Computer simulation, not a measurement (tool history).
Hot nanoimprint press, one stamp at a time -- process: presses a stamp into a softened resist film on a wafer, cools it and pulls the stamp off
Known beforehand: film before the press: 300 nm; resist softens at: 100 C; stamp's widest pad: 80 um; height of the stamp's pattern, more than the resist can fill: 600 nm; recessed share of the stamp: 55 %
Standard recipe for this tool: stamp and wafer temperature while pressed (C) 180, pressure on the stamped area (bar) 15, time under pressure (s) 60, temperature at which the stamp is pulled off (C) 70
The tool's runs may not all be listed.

run     day  stamp and wafer temperature while pressed (C)  pressure on the stamped area (bar)  time under pressure (s)  temperature at which the stamp is pulled off (C)  resist left under the stamp's widest pad (Å)  greatest force while the stamp is pulled off (N)
  1       0                                            180                                  15                       60                                                70                                          1575                                               125
  2   2.271                                            180                                  15                       60                                                70                                          1577                                               129
  3   5.512                                            180                                  15                       60                                                70                                          1582                                               122
  4   7.275                                            180                                  15                       60                                                70                                          1599                                               132
  5   8.871                                            180                                  15                       60                                                70                                          1589                                               131
  6  12.171                                            180                                  15                       60                                                70                                          1583                                               136
  7   13.75                                            180                                  15                       60                                                65                                          1597                                               156
  8  16.012                                            180                                  15                       60                                                65                                          1591                                               130
  9  19.012                                            180                                  15                       60                                                65                                          1607                                               133
 10  21.179                                            180                                  15                       60                                                65                                          1605                                               134
 11  22.808                                            180                                  15                       60                                                70                                          1617                                               127
 12  25.104                                            180                                  15                       60                                                70                                          1618                                               124
 13  27.125                                            180                                  15                       60                                                70                                          1621                                               126
 14  30.129                                            180                                 9.3                       88                                                70                                          1824                                               137
 15  32.762                                            187                                17.5                       44                                                65                                          1368                                               147
 16    35.2                                            180                                11.3                       60                                                60                                          1803                                               169
 17  38.042                                            168                                  15                       58                                                70                                          2084                                               114
 18  40.554                                            184                                12.3                       36                                                73                                          1832                                               108
 19    42.1                                            172                                17.6                       31                                                61                                          2077                                               145
 20  43.958                                            187                                13.4                       73                                                61                                          1318                                               144
 21  45.979                                            187                                13.4                       73                                                61                                          1320                                               149
 22  49.408                                            179                                16.6                      110                                                67                                          1264                                               138
 23  53.071                                            180                                  15                       89                                                70                                          1402                                               128
 24   56.15                                            180                                13.1                      107                                                70                                          1418                                               130
 25  58.846                                            180                                13.1                      107                                                70                                          1418                                               134

The log once held 5 entries between its listed runs, left out of this copy. Where does each go, and what is different about the tool's unlogged condition between the listed run before it and the listed run after it?
In the gap between runs 5 and 6: plate thermocouple calibrated (day 11.775)
  true temperature over the reading, C: -0.38 -> -0.53; pressure that arrives at the usual setting, %: 97.1 -> 96.82; grip of the stamp's worn release coat, % over a new coat's: 13.9 -> 16.6
  the result without the hidden state subtracted from the measured one, resist left under the stamp's widest pad (Å): +39 -> +47; greatest force while the stamp is pulled off (N): +17 -> +21
In the gap between runs 7 and 8: stamp cleaned and given a new release coat (day 14.538)
  true temperature over the reading, C: -0.56 -> -0.6; pressure that arrives at the usual setting, %: 96.68 -> 96.5; grip of the stamp's worn release coat, % over a new coat's: 18 -> 1.2
  the result without the hidden state subtracted from the measured one, resist left under the stamp's widest pad (Å): +50 -> +52; greatest force while the stamp is pulled off (N): +25 -> +3
In the gap between runs 14 and 15: plate thermocouple calibrated, once more (day 31.758)
  true temperature over the reading, C: -0.9 -> 0.06; pressure that arrives at the usual setting, %: 95.23 -> 95.01; grip of the stamp's worn release coat, % over a new coat's: 13 -> 15.2
  the result without the hidden state subtracted from the measured one, resist left under the stamp's widest pad (Å): +62 -> +44; greatest force while the stamp is pulled off (N): +18 -> +19
In the gap between runs 15 and 16: press's hydraulic seals changed and the load cell set to zero (day 33.804)
  true temperature over the reading, C: 0.06 -> 0.02; pressure that arrives at the usual setting, %: 95.01 -> 99.89; grip of the stamp's worn release coat, % over a new coat's: 15.2 -> 17
  the result without the hidden state subtracted from the measured one, resist left under the stamp's widest pad (Å): +44 -> +0; greatest force while the stamp is pulled off (N): +19 -> +25
In the gap between runs 16 and 17: stamp cleaned and given a new release coat (day 37.271)
  true temperature over the reading, C: 0.02 -> -0.04; pressure that arrives at the usual setting, %: 99.89 -> 99.63; grip of the stamp's worn release coat, % over a new coat's: 17 -> 0.6
  the result without the hidden state subtracted from the measured one, resist left under the stamp's widest pad (Å): +0 -> +5; greatest force while the stamp is pulled off (N): +25 -> +1

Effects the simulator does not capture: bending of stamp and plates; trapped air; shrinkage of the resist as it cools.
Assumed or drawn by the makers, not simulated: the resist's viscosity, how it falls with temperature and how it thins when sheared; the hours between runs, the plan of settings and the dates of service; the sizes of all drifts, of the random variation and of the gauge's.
